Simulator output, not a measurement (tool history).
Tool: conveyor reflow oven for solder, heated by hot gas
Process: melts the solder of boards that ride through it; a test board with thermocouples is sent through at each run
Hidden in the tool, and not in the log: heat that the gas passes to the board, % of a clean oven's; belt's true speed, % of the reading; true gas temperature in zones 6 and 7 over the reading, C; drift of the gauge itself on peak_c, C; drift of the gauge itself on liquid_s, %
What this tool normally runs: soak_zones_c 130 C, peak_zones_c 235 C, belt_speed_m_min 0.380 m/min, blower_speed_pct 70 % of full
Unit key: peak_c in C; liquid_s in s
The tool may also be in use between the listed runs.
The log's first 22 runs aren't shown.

run,hour,soak_zones_c,peak_zones_c,belt_speed_m_min,blower_speed_pct,hours of work since the flux was cleaned out,hours of work since the belt drive was overhauled,hours of work since the thermocouples were changed,peak_c,liquid_s
23,238.3,120,235,0.380,70,208,282,440,216.3,63.9
24,249.6,131,243,0.387,68,216,290,448,224.3,73.8
25,258.5,131,243,0.387,68,223,296,454,224.5,72.9
26,267.1,131,243,0.387,68,229,302,460,224.3,73.5
27,273.7,139,245,0.380,86,233,306,465,232.1,85.0
28,288.3,139,245,0.380,86,243,317,475,233.3,85.0
29,303.4,139,245,0.380,86,254,327,486,232.7,84.6
30,314.7,124,233,0.379,73,262,335,494,216.7,66.0

Consider 3 possible next runs. They are alternatives, not a sequence: every one starts from the tool as it was left by run 30. What does each give?
A,325.9,130,224,0.380,70,270,343,502,?,?
B,325.9,130,225,0.300,84,270,343,502,?,?
C,325.9,124,233,0.360,56,270,343,502,?,?

run,peak_c,liquid_s
A,208.8,58.7
B,218.9,92.7
C,212.4,63.1
Take away the tool's hidden state, keep each run's random variation, and the runs would have read:
run,peak_c,liquid_s
A,208.0,57.7
B,217.9,91.4
C,211.6,61.8

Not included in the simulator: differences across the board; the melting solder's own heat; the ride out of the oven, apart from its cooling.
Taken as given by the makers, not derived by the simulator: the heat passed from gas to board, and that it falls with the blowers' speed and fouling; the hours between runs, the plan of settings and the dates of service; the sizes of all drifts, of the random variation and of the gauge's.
